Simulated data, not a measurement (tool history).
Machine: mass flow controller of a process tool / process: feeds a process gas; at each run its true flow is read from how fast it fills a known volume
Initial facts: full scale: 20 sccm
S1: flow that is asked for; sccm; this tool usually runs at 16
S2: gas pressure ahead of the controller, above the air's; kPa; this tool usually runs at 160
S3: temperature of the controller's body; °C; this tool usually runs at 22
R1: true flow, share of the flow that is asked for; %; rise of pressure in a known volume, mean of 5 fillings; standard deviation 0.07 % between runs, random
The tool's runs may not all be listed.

run 1 day=0.000 | S1=16 S2=160 S3=22 | R1=99.44
run 2 day=3.788 | S1=16 S2=160 S3=39 | R1=101.13
run 3 day=6.325 | S1=16 S2=198 S3=22 | R1=99.59
run 4 day=8.067 | S1=16 S2=198 S3=22 | R1=99.47
run 5 day=11.638 | S1=16 S2=198 S3=22 | R1=99.50
run 6 day=14.350 | S1=16 S2=198 S3=22 | R1=99.49
run 7 day=17.983 | S1=16 S2=198 S3=22 | R1=99.57
run 8 day=20.475 | S1=16 S2=160 S3=22 | R1=99.31
run 9 day=24.300 | S1=5 S2=160 S3=22 | R1=98.87
run 10 day=27.017 | S1=16 S2=160 S3=27 | R1=99.84
run 11 day=29.904 | S1=16 S2=160 S3=27 | R1=99.81
run 12 day=31.971 | S1=16 S2=150 S3=22 | R1=99.13
run 13 day=35.396 | S1=16 S2=150 S3=22 | R1=99.12
run 14 day=37.708 | S1=17 S2=156 S3=35 | R1=100.68
run 15 day=39.738 | S1=17 S2=156 S3=35 | R1=100.67
run 16 day=41.438 | S1=9 S2=265 S3=20 | R1=99.41
-- day=41.696 controller's zero set anew
run 17 day=44.879 | S1=9 S2=234 S3=38 | R1=101.45
run 18 day=46.888 | S1=9 S2=234 S3=38 | R1=101.31
run 19 day=49.900 | S1=16 S2=229 S3=22 | R1=99.63
run 20 day=52.442 | S1=7 S2=229 S3=31 | R1=100.59
-- day=54.929 controller's zero set anew, once more
run 21 day=55.079 | S1=7 S2=229 S3=25 | R1=99.06
run 22 day=58.392 | S1=16 S2=160 S3=28 | R1=99.38
run 23 day=60.283 | S1=16 S2=157 S3=29 | R1=99.73
run 24 day=64.138 | S1=16 S2=157 S3=29 | R1=99.67
run 25 day=66.596 | S1=2 S2=157 S3=29 | R1=99.42

4 options for the next run, each taken on its own from the tool as it stands now. Forecast them:
run A day=68.696 | S1=2 S2=265 S3=29 | R1=?
run B day=68.696 | S1=17 S2=160 S3=31 | R1=?
run C day=68.696 | S1=10 S2=157 S3=21 | R1=?
run D day=68.696 | S1=5 S2=160 S3=22 | R1=?

run=A R1=100.01
run=B R1=99.93
run=C R1=98.44
run=D R1=98.29
Stripped of hidden state, with their random variation kept, the same runs would have yielded:
run=A R1=99.57
run=B R1=100.17
run=C R1=98.62
run=D R1=98.31

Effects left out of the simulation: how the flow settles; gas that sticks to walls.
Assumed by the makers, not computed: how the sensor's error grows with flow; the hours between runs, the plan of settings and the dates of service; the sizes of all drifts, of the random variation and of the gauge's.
